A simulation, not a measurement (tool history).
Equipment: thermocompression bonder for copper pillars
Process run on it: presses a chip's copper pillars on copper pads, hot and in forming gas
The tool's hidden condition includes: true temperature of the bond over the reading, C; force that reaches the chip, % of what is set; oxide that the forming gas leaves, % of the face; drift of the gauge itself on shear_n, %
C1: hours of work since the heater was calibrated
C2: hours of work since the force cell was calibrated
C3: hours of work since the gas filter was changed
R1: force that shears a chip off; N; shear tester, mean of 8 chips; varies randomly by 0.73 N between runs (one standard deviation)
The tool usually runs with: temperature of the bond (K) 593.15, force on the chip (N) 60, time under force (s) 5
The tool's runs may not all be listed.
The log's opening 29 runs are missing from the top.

At day 81.292: force cell calibrated.
Run 30, day 83.983: usual settings but temperature of the bond (K) 610.15, force on the chip (N) 74, time under force (s) 3; C1 1016; C2 42; C3 253. Result: R1 50.6 N.
At day 86.346: heater calibrated with a thermocouple chip.
Run 31, day 86.346: usual settings but temperature of the bond (K) 587.15, force on the chip (N) 38, time under force (s) 3; C1 0; C2 78; C3 289. Result: R1 27.5 N.
Run 32, day 88.462: usual settings but temperature of the bond (K) 607.15, force on the chip (N) 74; C1 33; C2 111; C3 322. Result: R1 62.5 N.
At day 91.712: forming gas filter changed.
Run 33, day 91.933: usual settings but temperature of the bond (K) 596.15, force on the chip (N) 73; C1 87; C2 165; C3 3. Result: R1 60.5 N.
Run 34, day 93.762: usual settings but force on the chip (N) 43, time under force (s) 7; C1 116; C2 193; C3 32. Result: R1 46.6 N.
Run 35, day 95.617: usual settings but temperature of the bond (K) 616.15, force on the chip (N) 51, time under force (s) 11; C1 145; C2 223; C3 61. Result: R1 68.5 N.
Run 36, day 98.871: usual settings but temperature of the bond (K) 616.15, force on the chip (N) 51, time under force (s) 11; C1 196; C2 273; C3 112. Result: R1 67.3 N.
Run 37, day 101.829: usual settings but temperature of the bond (K) 613.15, force on the chip (N) 38, time under force (s) 6; C1 242; C2 320; C3 158. Result: R1 48.2 N.

Each row is a separate what-if for the run after 37, all from the same tool condition, not one after another. Results?
Run A, day 104.517: usual settings but temperature of the bond (K) 601.15, force on the chip (N) 47, time under force (s) 15; C1 284; C2 362; C3 200. Result: R1 ?.
Run B, day 104.517: usual settings but temperature of the bond (K) 571.15, force on the chip (N) 38; C1 284; C2 362; C3 200. Result: R1 ?.
Run C, day 104.517: usual settings but force on the chip (N) 80, time under force (s) 12; C1 284; C2 362; C3 200. Result: R1 ?.
Run D, day 104.517: usual settings but temperature of the bond (K) 565.15, force on the chip (N) 38, time under force (s) 4; C1 284; C2 362; C3 200. Result: R1 ?.

run    R1
  A  61.6
  B  25.4
  C  70.5
  D  21.9
With the hidden condition removed and each run's random variation left untouched, the same runs would have given:
run    R1
  A  66.5
  B  28.4
  C  75.4
  D  24.5
